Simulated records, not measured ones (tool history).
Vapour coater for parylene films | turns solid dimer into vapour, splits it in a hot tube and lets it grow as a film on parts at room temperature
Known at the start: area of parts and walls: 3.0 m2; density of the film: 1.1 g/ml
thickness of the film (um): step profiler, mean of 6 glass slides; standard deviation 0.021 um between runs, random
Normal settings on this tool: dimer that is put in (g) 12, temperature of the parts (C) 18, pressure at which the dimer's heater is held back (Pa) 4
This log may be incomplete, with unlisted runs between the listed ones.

run	hour	dimer that is put in (g)	temperature of the parts (C)	pressure at which the dimer's heater is held back (Pa)	thickness of the film (um)
1	0	12	18	4	2.15
2	13.1	15	18	4	2.63
3	33.9	15	18	4	2.66
4	55.6	15	18	4	2.64
5	72.5	12	18	4	2.14
6	95.7	12	18	4	2.04
7	110	12	18	4	2.06
8	129.8	12	18	4	2.09
9	153.2	12	18	4	2.09
10	169	12	14	4	2.41
11	182.3	12	25	4	1.61
12	200.2	12	25	4	1.62
13	225.2	12	25	4	1.64
# hour 248.5: trap's valve overhauled
14	250.4	12	25	4	1.67
15	263.3	12	25	4	1.72
16	275.2	12	25	4	1.73
17	292.5	12	25	4	1.77
18	303.6	12	25	4	1.77
19	319.4	12	25	4	1.73
20	333.2	12	25	4	1.73
21	350.6	12	18	4	2.17
22	375.7	12	18	4	2.21
23	397.2	12	18	4	2.17
# hour 400.4: table's thermometer calibrated
24	420	12	18	4	2.21
25	434.5	14	18	7.39	2.24
26	454.6	14	18	7.39	2.27
27	476.8	14	18	7.39	2.24
28	487.9	14	18	7.39	2.27
# hour 495.4: table's thermometer calibrated, once more
29	506.4	14	18	7.39	2.31
30	530.9	14	18	7.39	2.29
31	549.3	17	19	8.5	2.6
32	562	17	19	8.5	2.63
33	580.2	5	20	2.3	0.93
34	596.5	5	20	2.3	0.94
35	612.8	5	20	2.3	0.95
36	629.5	6	18	4.5	1.07
37	646.2	12	13	5.65	2.4
38	658.1	12	13	5.65	2.42
39	678	8	13	8.95	1.46
40	696.6	14	14	4	2.91
41	708.8	16	10	4	3.84
42	720	16	10	4	3.86
43	735.9	16	10	11.16	3.15
44	749.1	12	11	4.5	2.73
45	771.1	12	11	4.5	2.7

3 ways to go on from here, each from the tool as it stands after run 45. What would each give?
A	796.2	12	12	4	?
B	796.2	12	11	9.95	?
C	796.2	12	18	6.61	?

run	thickness of the film (um)
A	2.68
B	2.34
C	1.96
What these runs would have given with no unlogged condition in the tool:
run	thickness of the film (um)
A	2.77
B	2.42
C	2.03
